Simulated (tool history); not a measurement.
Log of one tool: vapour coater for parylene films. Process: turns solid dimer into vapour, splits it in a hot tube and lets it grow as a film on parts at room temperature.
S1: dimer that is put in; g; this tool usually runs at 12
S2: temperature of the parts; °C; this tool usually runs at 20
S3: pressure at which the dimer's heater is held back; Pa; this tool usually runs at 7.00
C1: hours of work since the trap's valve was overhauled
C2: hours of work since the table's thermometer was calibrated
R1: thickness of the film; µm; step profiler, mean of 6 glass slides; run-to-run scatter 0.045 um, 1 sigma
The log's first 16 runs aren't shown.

run,hour,S1,S2,S3,C1,C2,R1
17,335.8,12,20,8.99,16,432,5.42
18,360.3,12,20,8.99,29,444,5.35
19,373.0,12,20,5.90,35,451,5.78
20,394.5,12,20,5.90,46,462,5.73
21,413.8,9,26,2.47,56,472,4.51
22,428.0,18,20,5.18,63,479,8.86
23,444.8,6,22,4.44,72,488,2.94
24,466.2,6,22,4.44,83,499,2.90
25,477.3,6,22,4.44,89,504,2.88
26,492.0,6,22,4.44,96,512,2.93
27,515.0,6,22,4.44,108,524,2.91
28,529.2,5,18,4.44,115,531,2.61
29,556.2,8,14,10.65,129,545,3.90
30,572.2,8,14,10.65,137,553,3.85
31,589.7,12,20,2.97,146,562,6.43
32,606.6,14,20,2.40,155,571,7.82
33,631.0,14,20,2.40,168,583,7.79
34,645.5,14,22,2.40,175,591,7.48
35,658.5,12,20,7.00,182,597,5.52
36,684.1,12,15,7.00,195,610,5.98
37,704.0,12,15,7.00,205,621,6.05
38,731.0,21,15,6.99,219,635,10.52
39,751.7,21,15,6.99,230,645,10.54

Consider 4 possible next runs. They are alternatives, not a sequence: every one starts from the tool as it was left by run 39. What does each give?
A,779.0,12,18,2.05,244,659,?
B,779.0,10,15,6.99,244,659,?
C,779.0,21,15,4.61,244,659,?
D,779.0,6,24,6.99,244,659,?

run,R1
A,7.04
B,5.02
C,11.49
D,2.55
Take away the tool's hidden state, keep each run's random variation, and the runs would have read:
run,R1
A,7.21
B,5.14
C,11.77
D,2.61
